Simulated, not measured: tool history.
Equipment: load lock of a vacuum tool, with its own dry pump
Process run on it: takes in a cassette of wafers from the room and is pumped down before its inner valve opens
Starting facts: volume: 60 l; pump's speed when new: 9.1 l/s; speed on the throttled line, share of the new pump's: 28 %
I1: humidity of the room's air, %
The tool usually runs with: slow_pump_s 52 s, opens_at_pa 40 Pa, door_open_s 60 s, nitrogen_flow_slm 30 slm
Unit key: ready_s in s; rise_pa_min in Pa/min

run 1 hour=0 | slow_pump_s=52 opens_at_pa=40 door_open_s=60 nitrogen_flow_slm=30 | I1=45 | ready_s=94.8 rise_pa_min=0.062
run 2 hour=310.9 | slow_pump_s=71 opens_at_pa=40 door_open_s=60 nitrogen_flow_slm=30 | I1=42.3 | ready_s=108.7 rise_pa_min=0.061
run 3 hour=589.3 | slow_pump_s=52 opens_at_pa=40 door_open_s=60 nitrogen_flow_slm=30 | I1=42.9 | ready_s=95.4 rise_pa_min=0.066
run 4 hour=861.8 | slow_pump_s=52 opens_at_pa=40 door_open_s=60 nitrogen_flow_slm=30 | I1=44.1 | ready_s=95.4 rise_pa_min=0.073
-- hour=1003.8 dry pump taken out, an overhauled one fitted
run 5 hour=1154.6 | slow_pump_s=52 opens_at_pa=40 door_open_s=60 nitrogen_flow_slm=30 | I1=46.8 | ready_s=89.6 rise_pa_min=0.069
run 6 hour=1353.3 | slow_pump_s=52 opens_at_pa=40 door_open_s=60 nitrogen_flow_slm=30 | I1=42.3 | ready_s=89.7 rise_pa_min=0.071
run 7 hour=1538 | slow_pump_s=52 opens_at_pa=40 door_open_s=60 nitrogen_flow_slm=30 | I1=49 | ready_s=89 rise_pa_min=0.081
run 8 hour=1829.2 | slow_pump_s=52 opens_at_pa=40 door_open_s=60 nitrogen_flow_slm=30 | I1=44.4 | ready_s=89.8 rise_pa_min=0.075
run 9 hour=2163.6 | slow_pump_s=71 opens_at_pa=40 door_open_s=60 nitrogen_flow_slm=30 | I1=44.2 | ready_s=103.7 rise_pa_min=0.08
run 10 hour=2385.9 | slow_pump_s=40 opens_at_pa=40 door_open_s=60 nitrogen_flow_slm=30 | I1=42.2 | ready_s=82 rise_pa_min=0.086
run 11 hour=2603.6 | slow_pump_s=40 opens_at_pa=40 door_open_s=60 nitrogen_flow_slm=30 | I1=47.1 | ready_s=81.4 rise_pa_min=0.084
run 12 hour=2840.3 | slow_pump_s=40 opens_at_pa=40 door_open_s=60 nitrogen_flow_slm=30 | I1=45.3 | ready_s=82.4 rise_pa_min=0.083
run 13 hour=3069.6 | slow_pump_s=40 opens_at_pa=33 door_open_s=60 nitrogen_flow_slm=30 | I1=45.1 | ready_s=83.2 rise_pa_min=0.084
run 14 hour=3219.2 | slow_pump_s=40 opens_at_pa=33 door_open_s=60 nitrogen_flow_slm=30 | I1=43.1 | ready_s=83.8 rise_pa_min=0.09
run 15 hour=3358.6 | slow_pump_s=37 opens_at_pa=40 door_open_s=60 nitrogen_flow_slm=30 | I1=45.1 | ready_s=80.6 rise_pa_min=0.087
run 16 hour=3522.4 | slow_pump_s=37 opens_at_pa=54 door_open_s=60 nitrogen_flow_slm=30 | I1=43.1 | ready_s=78.7 rise_pa_min=0.092
run 17 hour=3675.6 | slow_pump_s=37 opens_at_pa=44 door_open_s=179 nitrogen_flow_slm=12 | I1=44.1 | ready_s=80 rise_pa_min=0.13
run 18 hour=3919.3 | slow_pump_s=45 opens_at_pa=64 door_open_s=113 nitrogen_flow_slm=5 | I1=44.5 | ready_s=83.1 rise_pa_min=0.125
run 19 hour=4178.3 | slow_pump_s=45 opens_at_pa=33 door_open_s=150 nitrogen_flow_slm=5 | I1=43.2 | ready_s=87.5 rise_pa_min=0.132
run 20 hour=4368.2 | slow_pump_s=92 opens_at_pa=51 door_open_s=95 nitrogen_flow_slm=30 | I1=47.7 | ready_s=118.2 rise_pa_min=0.103
run 21 hour=4602.9 | slow_pump_s=80 opens_at_pa=73 door_open_s=33 nitrogen_flow_slm=20 | I1=44.2 | ready_s=106.8 rise_pa_min=0.094
run 22 hour=4750.5 | slow_pump_s=52 opens_at_pa=61 door_open_s=60 nitrogen_flow_slm=17 | I1=45.2 | ready_s=88.7 rise_pa_min=0.106
run 23 hour=5008.7 | slow_pump_s=52 opens_at_pa=57 door_open_s=60 nitrogen_flow_slm=8 | I1=45.3 | ready_s=89 rise_pa_min=0.122
run 24 hour=5167.5 | slow_pump_s=83 opens_at_pa=57 door_open_s=60 nitrogen_flow_slm=8 | I1=43.4 | ready_s=111 rise_pa_min=0.113
run 25 hour=5442.7 | slow_pump_s=33 opens_at_pa=34 door_open_s=46 nitrogen_flow_slm=25 | I1=47.6 | ready_s=80.6 rise_pa_min=0.108
run 26 hour=5654.3 | slow_pump_s=33 opens_at_pa=34 door_open_s=46 nitrogen_flow_slm=25 | I1=46.4 | ready_s=80.5 rise_pa_min=0.118
run 27 hour=5947.6 | slow_pump_s=51 opens_at_pa=57 door_open_s=52 nitrogen_flow_slm=30 | I1=45.5 | ready_s=89.7 rise_pa_min=0.111
run 28 hour=6209 | slow_pump_s=51 opens_at_pa=57 door_open_s=52 nitrogen_flow_slm=5 | I1=47.9 | ready_s=89 rise_pa_min=0.131

Below are 5 alternative next runs, each starting from the tool's condition after run 28. Predict each:
run A hour=6437.1 | slow_pump_s=63 opens_at_pa=40 door_open_s=60 nitrogen_flow_slm=10 | I1=44.6 | ready_s=? rise_pa_min=?
run B hour=6437.1 | slow_pump_s=51 opens_at_pa=42 door_open_s=165 nitrogen_flow_slm=5 | I1=46.9 | ready_s=? rise_pa_min=?
run C hour=6437.1 | slow_pump_s=52 opens_at_pa=42 door_open_s=55 nitrogen_flow_slm=41 | I1=41.6 | ready_s=? rise_pa_min=?
run D hour=6437.1 | slow_pump_s=51 opens_at_pa=30 door_open_s=99 nitrogen_flow_slm=5 | I1=48.2 | ready_s=? rise_pa_min=?
run E hour=6437.1 | slow_pump_s=89 opens_at_pa=57 door_open_s=52 nitrogen_flow_slm=5 | I1=43.3 | ready_s=? rise_pa_min=?

run=A ready_s=100.4 rise_pa_min=0.13
run=B ready_s=92.4 rise_pa_min=0.165
run=C ready_s=92.2 rise_pa_min=0.12
run=D ready_s=94 rise_pa_min=0.148
run=E ready_s=115.5 rise_pa_min=0.124
Take away the tool's hidden state, keep each run's random variation, and the runs would have read:
run=A ready_s=96.9 rise_pa_min=0.027
run=B ready_s=88.7 rise_pa_min=0.061
run=C ready_s=88.4 rise_pa_min=0.016
run=D ready_s=90.1 rise_pa_min=0.041
run=E ready_s=113.1 rise_pa_min=0.02

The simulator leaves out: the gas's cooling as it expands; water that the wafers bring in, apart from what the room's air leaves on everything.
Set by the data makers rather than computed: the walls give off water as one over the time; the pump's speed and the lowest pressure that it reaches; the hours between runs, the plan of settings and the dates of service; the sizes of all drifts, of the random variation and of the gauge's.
